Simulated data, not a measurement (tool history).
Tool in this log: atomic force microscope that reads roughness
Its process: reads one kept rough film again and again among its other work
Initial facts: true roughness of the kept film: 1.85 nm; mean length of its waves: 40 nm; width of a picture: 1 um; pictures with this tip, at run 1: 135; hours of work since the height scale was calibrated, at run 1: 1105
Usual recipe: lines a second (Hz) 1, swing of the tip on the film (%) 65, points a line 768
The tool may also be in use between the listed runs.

run     day  lines a second (Hz)  swing of the tip on the film (%)  points a line  pictures with this tip  hours of work since the height scale was calibrated  roughness of the kept film (nm (root mean square))
  1       0                    1                                65            768                     135                                                 1105                                               1.729
  2   1.033                    1                                65            768                     169                                                 1119                                               1.738
  3   2.575                    1                                64            768                     221                                                 1139                                                1.72
  4   3.425                    1                                64            768                     249                                                 1151                                               1.715
  5    4.25                    1                                64            768                     277                                                 1162                                                1.72
  6   5.938                    1                                78            768                     334                                                 1185                                               1.681
      7.054  -- new tip fitted
  7   7.746                    1                                78            768                      23                                                 1209                                               1.723
  8   9.138                 0.67                                65            768                      70                                                 1228                                                1.75
  9  10.975                 0.67                                87            768                     132                                                 1253                                               1.709
 10  12.483                 0.67                                87            768                     182                                                 1273                                               1.701
 11  14.071                 0.67                                87            768                     235                                                 1295                                               1.702
 12  15.492                    1                                65            768                     283                                                 1314                                               1.704
 13  16.875                    1                                83            768                     329                                                 1333                                               1.665
     18.154  -- new tip fitted
 14   18.75                    1                                66            368                      20                                                 1358                                               1.737
 15  20.521                 2.81                                70            545                      80                                                 1382                                                1.68
 16  21.812                 0.51                                59           1011                     123                                                 1399                                               1.753
 17  22.821                 0.64                                65            731                     157                                                 1413                                               1.734
 18  24.583                 1.19                                65            788                     216                                                 1437                                               1.707
 19  26.288                    1                                73            768                     273                                                 1460                                               1.704

What will run 20 give?
 20  27.392                    1                                73            768                     310                                                 1475                                                   ?

roughness of the kept film (nm (root mean square)): 1.687
Minus the tool's unlogged condition, the same run would have read roughness of the kept film (nm (root mean square)) 1.754.
